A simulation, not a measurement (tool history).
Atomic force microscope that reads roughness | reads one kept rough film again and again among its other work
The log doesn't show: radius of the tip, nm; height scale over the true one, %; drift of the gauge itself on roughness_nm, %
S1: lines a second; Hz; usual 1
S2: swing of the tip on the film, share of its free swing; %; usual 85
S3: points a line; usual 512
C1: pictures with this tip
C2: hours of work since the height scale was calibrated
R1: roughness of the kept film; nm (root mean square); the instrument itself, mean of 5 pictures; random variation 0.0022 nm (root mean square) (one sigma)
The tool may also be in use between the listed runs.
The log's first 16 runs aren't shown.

run	hour	S1	S2	S3	C1	C2	R1
17	124.6	1.38	85	512	101	244	0.592
# hour 132.7: new tip fitted
18	132.9	1.38	85	512	0	248	0.589
19	140.3	1.38	85	512	8	253	0.596
20	151.1	0.73	63	426	18	259	0.675
21	161.7	0.73	68	426	29	266	0.672
22	172.4	0.73	80	426	40	273	0.648
23	182.7	0.73	80	426	51	279	0.648
24	190.5	1	87	695	58	284	0.612
25	200.8	1	87	695	69	290	0.616
26	208.1	1	87	695	76	295	0.615
27	218.6	1	87	695	87	301	0.609
28	226.7	1	87	695	95	306	0.61
29	235.6	1	87	695	104	311	0.608
# hour 241: new tip fitted
30	245	0.63	76	348	4	317	0.662
31	253.3	0.63	76	348	13	322	0.66

5 ways to go on from here, each from the tool as it stands after run 31. What would each give?
A	261.5	0.63	89	348	21	327	?
B	261.5	1	58	512	21	327	?
C	261.5	0.63	64	288	21	327	?
D	261.5	1	85	578	21	327	?
E	261.5	1	88	512	21	327	?

run	R1
A	0.633
B	0.678
C	0.674
D	0.614
E	0.603
Without the tool's hidden state the same runs would have given:
run	R1
A	0.633
B	0.678
C	0.675
D	0.615
E	0.603
